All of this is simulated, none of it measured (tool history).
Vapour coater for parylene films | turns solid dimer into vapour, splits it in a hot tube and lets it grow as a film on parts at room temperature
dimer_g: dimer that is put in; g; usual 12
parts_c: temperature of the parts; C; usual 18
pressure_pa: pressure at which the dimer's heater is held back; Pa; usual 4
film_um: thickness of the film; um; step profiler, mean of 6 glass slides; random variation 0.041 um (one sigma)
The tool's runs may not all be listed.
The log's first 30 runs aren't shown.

{"run": 31, "day": 17.683, "dimer_g": 15, "parts_c": 21, "pressure_pa": 4, "film_um": 5.09}
{"run": 32, "day": 18.046, "dimer_g": 7, "parts_c": 13, "pressure_pa": 2.18, "film_um": 3.42}
{"run": 33, "day": 18.404, "dimer_g": 7, "parts_c": 14, "pressure_pa": 2.67, "film_um": 3.24}
{"run": 34, "day": 18.883, "dimer_g": 8, "parts_c": 18, "pressure_pa": 4.71, "film_um": 2.9}
{"run": 35, "day": 19.596, "dimer_g": 7, "parts_c": 22, "pressure_pa": 5.46, "film_um": 2.15}
{"run": 36, "day": 20.079, "dimer_g": 16, "parts_c": 15, "pressure_pa": 2.77, "film_um": 7.01}
{"run": 37, "day": 20.783, "dimer_g": 5, "parts_c": 23, "pressure_pa": 4, "film_um": 1.58}
{"run": 38, "day": 21.396, "dimer_g": 5, "parts_c": 23, "pressure_pa": 4, "film_um": 1.56}
{"run": 39, "day": 22.004, "dimer_g": 12, "parts_c": 18, "pressure_pa": 5.69, "film_um": 4.17}
{"run": 40, "day": 22.621, "dimer_g": 16, "parts_c": 12, "pressure_pa": 2.69, "film_um": 7.81}
{"run": 41, "day": 23.383, "dimer_g": 9, "parts_c": 24, "pressure_pa": 4.32, "film_um": 2.74}

Forecast each of these 3 alternatives for the next run:
{"run": "A", "day": 23.733, "dimer_g": 16, "parts_c": 18, "pressure_pa": 2.19, "film_um": "?"}
{"run": "B", "day": 23.733, "dimer_g": 9, "parts_c": 17, "pressure_pa": 4.39, "film_um": "?"}
{"run": "C", "day": 23.733, "dimer_g": 14, "parts_c": 24, "pressure_pa": 3.47, "film_um": "?"}

run=A film_um=6.55
run=B film_um=3.37
run=C film_um=4.43
Without the tool's hidden state the same runs would have given:
run=A film_um=6.58
run=B film_um=3.39
run=C film_um=4.46
